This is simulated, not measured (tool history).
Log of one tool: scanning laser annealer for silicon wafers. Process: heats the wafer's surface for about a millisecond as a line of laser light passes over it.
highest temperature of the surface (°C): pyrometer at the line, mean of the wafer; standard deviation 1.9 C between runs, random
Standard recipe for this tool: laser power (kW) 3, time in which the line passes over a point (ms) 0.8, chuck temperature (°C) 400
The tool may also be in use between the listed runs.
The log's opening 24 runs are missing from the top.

| run | hour | laser power (kW) | time in which the line passes over a point (ms) | chuck temperature (°C) | highest temperature of the surface (°C) |
|---|---|---|---|---|---|
| 25 | 749.4 | 2.98 | 0.8 | 400 | 1216 |
| 26 | 789.3 | 2.98 | 0.812 | 400 | 1225 |
| 27 | 816 | 2.879 | 0.681 | 400 | 1109 |
| 28 | 840.7 | 2.684 | 0.776 | 418 | 1122 |
| 29 | 859.6 | 2.684 | 0.776 | 409 | 1113 |
| 30 | 892.9 | 3.155 | 0.799 | 371 | 1236 |
| 31 | 914.1 | 3 | 0.751 | 376 | 1162 |
| 32 | 952.3 | 3 | 0.751 | 376 | 1158 |
| 33 | 980.4 | 3.087 | 0.751 | 362 | 1172 |
| 34 | 1008.4 | 3.087 | 0.751 | 362 | 1169 |
| 35 | 1043.8 | 3 | 0.617 | 408 | 1102 |
| 36 | 1069.4 | 3 | 0.617 | 408 | 1099 |
| 37 | 1095.4 | 3.199 | 0.701 | 433 | 1234 |
| 38 | 1115.6 | 3.199 | 0.701 | 433 | 1230 |
| 39 | 1141.7 | 2.554 | 0.8 | 375 | 1033 |
| 40 | 1160.5 | 3 | 0.811 | 381 | 1185 |
| 41 | 1199.3 | 3.278 | 0.92 | 372 | 1337 |

Alternative continuations, all from the tool just after run 41; predict every row:
| A | 1240.1 | 3.195 | 0.92 | 406 | ? |
| B | 1240.1 | 3.068 | 0.562 | 367 | ? |
| C | 1240.1 | 3.076 | 0.868 | 419 | ? |
| D | 1240.1 | 3.278 | 0.92 | 428 | ? |

| run | highest temperature of the surface (°C) |
|---|---|
| A | 1336 |
| B | 1029 |
| C | 1278 |
| D | 1386 |
Without the tool's unlogged condition, the same runs would have read:
| run | highest temperature of the surface (°C) |
|---|---|
| A | 1393 |
| B | 1069 |
| C | 1330 |
| D | 1444 |

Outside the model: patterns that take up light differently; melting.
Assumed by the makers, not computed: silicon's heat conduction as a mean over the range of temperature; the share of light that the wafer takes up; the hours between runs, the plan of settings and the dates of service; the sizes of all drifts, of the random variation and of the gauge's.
